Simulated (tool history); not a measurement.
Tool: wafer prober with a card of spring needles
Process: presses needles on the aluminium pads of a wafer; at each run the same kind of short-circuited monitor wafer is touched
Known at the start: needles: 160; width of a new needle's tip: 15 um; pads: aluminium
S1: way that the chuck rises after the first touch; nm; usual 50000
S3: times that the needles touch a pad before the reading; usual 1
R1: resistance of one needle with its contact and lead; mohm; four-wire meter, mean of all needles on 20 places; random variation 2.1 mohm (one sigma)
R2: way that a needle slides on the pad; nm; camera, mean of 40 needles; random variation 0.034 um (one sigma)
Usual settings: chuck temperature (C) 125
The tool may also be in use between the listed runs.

run 1 hour=0 | S1=50000 chuck_temperature_(C)=125 S3=1 | R1=462 R2=7550
-- hour=5.2 tips cleaned on abrasive film
-- hour=16.6 tips cleaned on abrasive film
run 2 hour=17.1 | S1=50000 chuck_temperature_(C)=125 S3=1 | R1=274 R2=7590
-- hour=27.7 tips cleaned on abrasive film
-- hour=40.9 tips cleaned on abrasive film
run 3 hour=42 | S1=50000 chuck_temperature_(C)=125 S3=2 | R1=291 R2=7500
-- hour=52.4 tips cleaned on abrasive film
-- hour=65.3 tips cleaned on abrasive film
run 4 hour=69.9 | S1=35000 chuck_temperature_(C)=125 S3=1 | R1=633 R2=5170
-- hour=76.9 tips cleaned on abrasive film
-- hour=89.2 tips cleaned on abrasive film
run 5 hour=98.4 | S1=57000 chuck_temperature_(C)=125 S3=1 | R1=433 R2=8610
-- hour=101 tips cleaned on abrasive film
run 6 hour=110.1 | S1=50000 chuck_temperature_(C)=125 S3=1 | R1=508 R2=7540
-- hour=112.1 tips cleaned on abrasive film
-- hour=123.8 tips cleaned on abrasive film
run 7 hour=131.1 | S1=50000 chuck_temperature_(C)=125 S3=1 | R1=462 R2=7430
-- hour=134.9 tips cleaned on abrasive film
-- hour=147.6 tips cleaned on abrasive film
run 8 hour=147.6 | S1=50000 chuck_temperature_(C)=125 S3=1 | R1=267 R2=7440
-- hour=160.3 tips cleaned on abrasive film
run 9 hour=170.9 | S1=50000 chuck_temperature_(C)=125 S3=1 | R1=550 R2=7350
-- hour=173.3 tips cleaned on abrasive film
-- hour=184.3 tips cleaned on abrasive film
run 10 hour=188 | S1=50000 chuck_temperature_(C)=125 S3=1 | R1=398 R2=7380
-- hour=195.9 tips cleaned on abrasive film
run 11 hour=200.9 | S1=50000 chuck_temperature_(C)=125 S3=1 | R1=445 R2=7350
-- hour=207.2 tips cleaned on abrasive film
-- hour=220.2 tips cleaned on abrasive film
run 12 hour=228 | S1=50000 chuck_temperature_(C)=125 S3=1 | R1=490 R2=7380
-- hour=233.4 tips cleaned on abrasive film
-- hour=245.5 tips cleaned on abrasive film
run 13 hour=255.6 | S1=50000 chuck_temperature_(C)=125 S3=2 | R1=429 R2=7290
-- hour=257.1 tips cleaned on abrasive film
-- hour=268.6 tips cleaned on abrasive film
run 14 hour=269.9 | S1=50000 chuck_temperature_(C)=125 S3=1 | R1=321 R2=7210
-- hour=279.7 tips cleaned on abrasive film
run 15 hour=282.8 | S1=37000 chuck_temperature_(C)=125 S3=1 | R1=544 R2=5150
-- hour=290.5 height of the first contact set anew
-- hour=292.7 tips cleaned on abrasive film
run 16 hour=297.7 | S1=37000 chuck_temperature_(C)=125 S3=1 | R1=676 R2=4990
-- hour=305.5 tips cleaned on abrasive film
-- hour=317.8 tips cleaned on abrasive film
run 17 hour=324.9 | S1=50000 chuck_temperature_(C)=25 S3=3 | R1=343 R2=6950
-- hour=331.4 tips cleaned on abrasive film
run 18 hour=337.1 | S1=54000 chuck_temperature_(C)=89 S3=1 | R1=440 R2=7580
-- hour=344.3 tips cleaned on abrasive film
-- hour=357 tips cleaned on abrasive film
run 19 hour=364.2 | S1=35000 chuck_temperature_(C)=76 S3=3 | R1=504 R2=4580
-- hour=368 tips cleaned on abrasive film
run 20 hour=377.2 | S1=41000 chuck_temperature_(C)=29 S3=3 | R1=434 R2=5570
-- hour=379.4 tips cleaned on abrasive film
-- hour=381.8 height of the first contact set anew, once more
-- hour=391.1 tips cleaned on abrasive film
-- hour=402.4 tips cleaned on abrasive film
run 21 hour=402.4 | S1=41000 chuck_temperature_(C)=29 S3=3 | R1=239 R2=6390
-- hour=414.3 tips cleaned on abrasive film
-- hour=427 tips cleaned on abrasive film
run 22 hour=428.2 | S1=40000 chuck_temperature_(C)=74 S3=1 | R1=331 R2=6240
-- hour=439.1 tips cleaned on abrasive film
run 23 hour=445.8 | S1=40000 chuck_temperature_(C)=74 S3=1 | R1=603 R2=6190
-- hour=450.3 tips cleaned on abrasive film
-- hour=461.6 tips cleaned on abrasive film
run 24 hour=468.8 | S1=33000 chuck_temperature_(C)=123 S3=2 | R1=596 R2=5110
-- hour=473.4 tips cleaned on abrasive film
run 25 hour=482.3 | S1=33000 chuck_temperature_(C)=102 S3=2 | R1=640 R2=5070
-- hour=486.9 tips cleaned on abrasive film
-- hour=498.3 tips cleaned on abrasive film
-- hour=510 tips cleaned on abrasive film
run 26 hour=511.3 | S1=50000 chuck_temperature_(C)=111 S3=1 | R1=307 R2=7660
-- hour=521.5 tips cleaned on abrasive film
-- hour=532.7 tips cleaned on abrasive film
run 27 hour=536.9 | S1=52000 chuck_temperature_(C)=123 S3=1 | R1=408 R2=8020
-- hour=545.1 tips cleaned on abrasive film
-- hour=557.8 tips cleaned on abrasive film
run 28 hour=561.6 | S1=50000 chuck_temperature_(C)=65 S3=1 | R1=417 R2=7660
-- hour=570.6 tips cleaned on abrasive film
run 29 hour=577.4 | S1=50000 chuck_temperature_(C)=124 S3=1 | R1=477 R2=7570
-- hour=582.6 tips cleaned on abrasive film
-- hour=593.8 tips cleaned on abrasive film
run 30 hour=593.8 | S1=50000 chuck_temperature_(C)=124 S3=1 | R1=282 R2=7570
-- hour=605.9 tips cleaned on abrasive film
run 31 hour=605.9 | S1=50000 chuck_temperature_(C)=37 S3=1 | R1=264 R2=7640
-- hour=618.1 tips cleaned on abrasive film
run 32 hour=620.7 | S1=51000 chuck_temperature_(C)=35 S3=1 | R1=346 R2=7720

Forecast each of these 3 alternatives for the next run:
-- hour=629.2 tips cleaned on abrasive film
-- hour=640.5 tips cleaned on abrasive film
run A hour=647 | S1=60000 chuck_temperature_(C)=98 S3=2 | R1=? R2=?
-- hour=629.2 tips cleaned on abrasive film
-- hour=640.5 tips cleaned on abrasive film
run B hour=647 | S1=42000 chuck_temperature_(C)=65 S3=1 | R1=? R2=?
-- hour=629.2 tips cleaned on abrasive film
-- hour=640.5 tips cleaned on abrasive film
run C hour=647 | S1=51000 chuck_temperature_(C)=37 S3=2 | R1=? R2=?

run=A R1=347 R2=9130
run=B R1=654 R2=6240
run=C R1=389 R2=7670
Without the tool's hidden state the same runs would have given:
run=A R1=222 R2=9480
run=B R1=228 R2=6590
run=C R1=206 R2=8020

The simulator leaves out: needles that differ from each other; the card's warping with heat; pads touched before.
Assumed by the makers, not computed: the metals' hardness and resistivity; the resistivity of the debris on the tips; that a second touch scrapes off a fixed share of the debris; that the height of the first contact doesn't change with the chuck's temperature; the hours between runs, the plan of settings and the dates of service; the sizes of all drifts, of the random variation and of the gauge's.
